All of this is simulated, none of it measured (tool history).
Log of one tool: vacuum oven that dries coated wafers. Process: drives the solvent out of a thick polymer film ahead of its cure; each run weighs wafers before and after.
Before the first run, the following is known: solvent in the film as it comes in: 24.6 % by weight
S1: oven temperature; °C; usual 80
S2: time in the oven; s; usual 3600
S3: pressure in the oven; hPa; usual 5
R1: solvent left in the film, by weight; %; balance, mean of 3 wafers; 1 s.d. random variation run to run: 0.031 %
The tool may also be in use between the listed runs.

run    hour  S1    S2     S3    R1
  1       0  80  3600      5  2.47
  2    37.6  80  3600      5  2.41
  3    96.6  80  3600      5  2.39
  4   146.9  88  3600      5     1
  5   177.8  73  3600      5  4.57
  6   206.3  80  3120      5  3.04
  7   252.7  80  3120      5  3.08
  8   317.8  80  3120      5  3.03
  9     369  80  3120      5  3.04
 10     407  80  3600   3.89  2.34
 11     474  80  3720      5  2.31
 12   533.3  80  3720  14.82  3.13
 13   568.9  80  3720  14.82  3.11
 14   605.2  80  3720  14.82  3.13
 15   639.3  80  3720  14.82  3.08
 16   690.7  80  3600      5  2.39
 17     737  80  3600      5  2.43
 18   781.7  80  3600   5.71  2.47
 19   822.4  80  3600   5.71  2.47
 20   855.6  80  3600      5  2.35
 21     888  80  3600      5   2.4
 22   930.7  80  3900      5  2.09
 23   989.6  80  3600      5  2.34
 24  1032.6  69  2460  12.47  9.37
 25  1083.4  68  4560   5.79     5
 26  1154.1  89  3600  13.98  1.48
 27  1219.3  79  1920    7.4  6.37
 28    1286  79  1920    7.4  6.44
 29  1330.5  79  1920    7.4  6.35
 30  1359.8  80  2100      5  5.27
 31  1424.5  80  5760   6.78  1.31
 32    1454  83  3300   6.78  2.17
 33  1501.7  90  4380   3.18  0.56
 34  1560.5  73  3600      5  4.53
 35  1630.1  80  1980   5.55  5.69
 36  1667.9  80  1980   5.55  5.73
 37    1730  80  1980   5.55  5.65
 38  1759.6  78  4020   2.61  2.21
 39  1816.2  78  4020   2.61  2.23
 40  1847.8  78  4020   2.61  2.18
 41  1918.1  91  5460      5   0.6
 42    1949  75  5520  14.33  3.11
 43  2013.3  75  5520  14.33  3.07
 44  2053.4  75  5520  14.33     3
 45  2100.7  75  5520  14.33  2.99

Put back what was entered between runs (1 entry, withheld): which listed runs does each sit between, and how does the hidden state differ from the listed run before to the listed run after?
From run 32 to run 33: oven's thermocouples calibrated (hour 1470)
  true wafer temperature over the reading, C: 0.51 -> 0.32; true pressure over the reading, kPa: 0.38 -> 0.387
  measured result minus the result with no hidden state, R1: +0.2 -> +0.24 %
